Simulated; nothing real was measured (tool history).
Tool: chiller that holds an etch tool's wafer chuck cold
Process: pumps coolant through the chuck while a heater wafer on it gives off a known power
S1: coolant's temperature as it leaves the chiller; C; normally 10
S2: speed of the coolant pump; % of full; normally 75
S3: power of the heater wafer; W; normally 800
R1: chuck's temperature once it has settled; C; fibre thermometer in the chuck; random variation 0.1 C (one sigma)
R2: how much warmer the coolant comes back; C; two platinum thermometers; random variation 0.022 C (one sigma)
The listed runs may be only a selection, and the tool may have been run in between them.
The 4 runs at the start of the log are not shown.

run,day,S1,S2,S3,R1,R2
5,10.238,10,75,800,20.4,4.08
6,12.688,10,75,800,20.6,4.12
7,14.404,10,75,593,17.9,3
# day 14.588: chiller's thermometer calibrated
8,17.329,10,75,593,18.1,3.07
9,19.629,10,75,593,18.1,3.04
10,21.767,10,75,593,18.3,3.03
11,23.767,10,75,593,18,3.02
12,26.354,10,75,593,18,3.05
13,28.796,10,75,800,20.9,4.15
14,31.367,10,75,800,20.9,4.13
# day 31.925: chiller's thermometer calibrated, once more
15,33.425,10,75,800,20.1,4.17
16,35.6,10,75,800,20,4.09
17,38.5,10,75,800,20.2,4.13
18,41.108,10,75,800,20.2,4.14
19,43.142,10,75,800,20.4,4.18
20,45.804,4,65,428,9.9,2.58
21,47.829,10,89,428,14.9,1.85
22,49.338,10,89,428,15.1,1.85
23,50.592,16,95,938,26.3,3.89
24,52.225,1,85,800,10.5,3.67

Predict the results of run 25:
25,54.633,1,85,938,?,?

{"run 25": {"R1": 12.2, "R2": 4.31}}
Minus the tool's unlogged condition, the same run would have read R1 10.8 C, R2 4.04 C.
